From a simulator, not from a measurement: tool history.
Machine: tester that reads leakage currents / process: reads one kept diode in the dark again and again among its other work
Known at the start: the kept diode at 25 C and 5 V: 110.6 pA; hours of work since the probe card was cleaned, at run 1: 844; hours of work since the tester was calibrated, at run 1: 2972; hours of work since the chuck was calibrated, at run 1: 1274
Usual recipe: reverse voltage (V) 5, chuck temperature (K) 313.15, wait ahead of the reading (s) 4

| run | hour | reverse voltage (V) | chuck temperature (K) | wait ahead of the reading (s) | hours of work since the probe card was cleaned | hours of work since the tester was calibrated | hours of work since the chuck was calibrated | current that the tester gives (pA) |
|---|---|---|---|---|---|---|---|---|
| 1 | 0 | 5 | 313.15 | 4 | 844 | 2972 | 1274 | 346.29 |
| 2 | 87 | 5 | 313.15 | 4 | 904 | 3033 | 1334 | 344 |
|  | 185 | chuck's temperature calibrated |
| 3 | 190.8 | 5 | 313.15 | 4 | 975 | 3104 | 4 | 419.3 |
| 4 | 267.2 | 5 | 313.15 | 0.33 | 1029 | 3157 | 57 | 418.63 |
| 5 | 321.7 | 5 | 313.15 | 4 | 1067 | 3195 | 95 | 413.11 |
| 6 | 414.6 | 5 | 313.15 | 4 | 1132 | 3260 | 160 | 411.62 |
| 7 | 497.3 | 9.09 | 313.15 | 4 | 1189 | 3317 | 218 | 539.05 |
|  | 509.6 | probe card cleaned and baked |
| 8 | 582.1 | 5 | 313.15 | 3.79 | 51 | 3375 | 275 | 403.11 |
| 9 | 684.1 | 5 | 294.15 | 0.5 | 122 | 3446 | 346 | 76.08 |
| 10 | 738.2 | 5 | 294.15 | 0.5 | 160 | 3483 | 384 | 75.49 |
| 11 | 845.4 | 5 | 294.15 | 0.5 | 234 | 3558 | 459 | 74.89 |
|  | 873.7 | probe card cleaned and baked, once more |
| 12 | 926.1 | 11.61 | 303.15 | 4.29 | 37 | 3612 | 513 | 239.06 |
| 13 | 1049.5 | 11.61 | 303.15 | 4.29 | 123 | 3699 | 599 | 234.61 |
| 14 | 1147.4 | 18.15 | 325.15 | 0.77 | 191 | 3767 | 667 | 1870.71 |
| 15 | 1251.3 | 18.15 | 325.15 | 0.77 | 263 | 3839 | 740 | 1850.96 |
| 16 | 1333.2 | 18.15 | 325.15 | 0.77 | 321 | 3897 | 797 | 1843.22 |

Forecast each of these 5 alternatives for the next run:
| A | 1389.7 | 18.15 | 314.15 | 7.67 | 360 | 3936 | 836 | ? |
| B | 1389.7 | 18.15 | 325.15 | 0.49 | 360 | 3936 | 836 | ? |
| C | 1389.7 | 4.47 | 294.15 | 0.35 | 360 | 3936 | 836 | ? |
| D | 1389.7 | 18.15 | 315.15 | 0.77 | 360 | 3936 | 836 | ? |
| E | 1389.7 | 18.15 | 322.15 | 0.77 | 360 | 3936 | 836 | ? |

| run | current that the tester gives (pA) |
|---|---|
| A | 733.43 |
| B | 1826.66 |
| C | 66.5 |
| D | 807.78 |
| E | 1432.08 |
Without the tool's unlogged condition, the same runs would have read:
| run | current that the tester gives (pA) |
|---|---|
| A | 836.11 |
| B | 2065.64 |
| C | 76.24 |
| D | 919.27 |
| E | 1622.94 |
